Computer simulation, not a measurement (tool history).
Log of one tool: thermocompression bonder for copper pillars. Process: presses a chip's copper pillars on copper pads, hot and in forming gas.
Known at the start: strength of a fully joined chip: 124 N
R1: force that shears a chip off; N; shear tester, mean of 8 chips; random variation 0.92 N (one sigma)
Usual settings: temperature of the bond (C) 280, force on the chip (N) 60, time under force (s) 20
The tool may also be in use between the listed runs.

run 1 hour=0 | temperature_of_the_bond_(C)=280 force_on_the_chip_(N)=60 time_under_force_(s)=20 | R1=63.7
run 2 hour=15 | temperature_of_the_bond_(C)=280 force_on_the_chip_(N)=60 time_under_force_(s)=20 | R1=63.4
run 3 hour=31 | temperature_of_the_bond_(C)=280 force_on_the_chip_(N)=60 time_under_force_(s)=20 | R1=64
run 4 hour=47.6 | temperature_of_the_bond_(C)=280 force_on_the_chip_(N)=60 time_under_force_(s)=20 | R1=64.8
-- hour=54.4 forming gas filter changed
run 5 hour=57.9 | temperature_of_the_bond_(C)=280 force_on_the_chip_(N)=60 time_under_force_(s)=47 | R1=88.2
run 6 hour=68.6 | temperature_of_the_bond_(C)=280 force_on_the_chip_(N)=60 time_under_force_(s)=20 | R1=70.7
run 7 hour=88.9 | temperature_of_the_bond_(C)=280 force_on_the_chip_(N)=60 time_under_force_(s)=27 | R1=75.5
run 8 hour=98.5 | temperature_of_the_bond_(C)=288 force_on_the_chip_(N)=53 time_under_force_(s)=11 | R1=55.8
run 9 hour=111.1 | temperature_of_the_bond_(C)=288 force_on_the_chip_(N)=53 time_under_force_(s)=11 | R1=55.2
run 10 hour=124.9 | temperature_of_the_bond_(C)=288 force_on_the_chip_(N)=53 time_under_force_(s)=11 | R1=54.5

Run 11 comes next. What will it give?
run 11 hour=134.8 | temperature_of_the_bond_(C)=288 force_on_the_chip_(N)=53 time_under_force_(s)=13 | R1=?

{"run 11": {"R1": 58.6}}
Without the tool's hidden state the same run would have given R1 65.9 N.
